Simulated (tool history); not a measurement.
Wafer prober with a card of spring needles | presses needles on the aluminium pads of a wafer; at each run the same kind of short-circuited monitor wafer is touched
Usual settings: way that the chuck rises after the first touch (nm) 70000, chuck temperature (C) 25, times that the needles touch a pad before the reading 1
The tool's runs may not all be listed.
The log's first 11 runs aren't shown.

run   hour  way that the chuck rises after the first touch (nm)  chuck temperature (C)  times that the needles touch a pad before the reading  resistance of one needle with its contact and lead (mohm)  way that a needle slides on the pad (nm)
     299.6  -- tips cleaned on abrasive film
 12  305.4                                                70000                     25                                                      2                                                        121                                     15240
     324.6  -- tips cleaned on abrasive film
 13  339.1                                                70000                     74                                                      2                                                        129                                     15260
     347.8  -- tips cleaned on abrasive film
 14  364.5                                                70000                     25                                                      1                                                        120                                     15260
     371.6  -- tips cleaned on abrasive film
     395.4  -- tips cleaned on abrasive film
 15  395.9                                                70000                     25                                                      1                                                        119                                     15240
     419.1  -- tips cleaned on abrasive film
 16  427.8                                                70000                     25                                                      1                                                        121                                     15210
     441.5  -- tips cleaned on abrasive film
 17  460.5                                                72000                     25                                                      1                                                        121                                     15590
     463.6  -- tips cleaned on abrasive film
     486.8  -- tips cleaned on abrasive film
 18  496.2                                                70000                     45                                                      1                                                        124                                     15180
     510.4  -- tips cleaned on abrasive film
 19  528.9                                                70000                     45                                                      1                                                        125                                     15240
     532.5  -- tips cleaned on abrasive film
     555.8  -- tips cleaned on abrasive film
 20  565.2                                                70000                     54                                                      2                                                        125                                     15160
     578.9  -- tips cleaned on abrasive film
 21  595.8                                                70000                     27                                                      1                                                        120                                     15230
     601.2  -- tips cleaned on abrasive film
 22  621.1                                                70000                    107                                                      1                                                        132                                     15300
     623.1  -- tips cleaned on abrasive film
     646.3  -- tips cleaned on abrasive film
 23  658.4                                                62000                     25                                                      3                                                        121                                     13510
     669.1  -- tips cleaned on abrasive film
 24  684.8                                                58000                     25                                                      3                                                        120                                     12680
     692.3  -- tips cleaned on abrasive film
 25  702.9                                                75000                     25                                                      1                                                        118                                     16310

Forecast run 26:
     714.4  -- tips cleaned on abrasive film
 26  735.0                                                57000                     63                                                      2                                                          ?                                         ?

resistance of one needle with its contact and lead (mohm): 130
way that a needle slides on the pad (nm): 12410
Without the tool's hidden state the same run would have given resistance of one needle with its contact and lead (mohm) 130, way that a needle slides on the pad (nm) 12410.
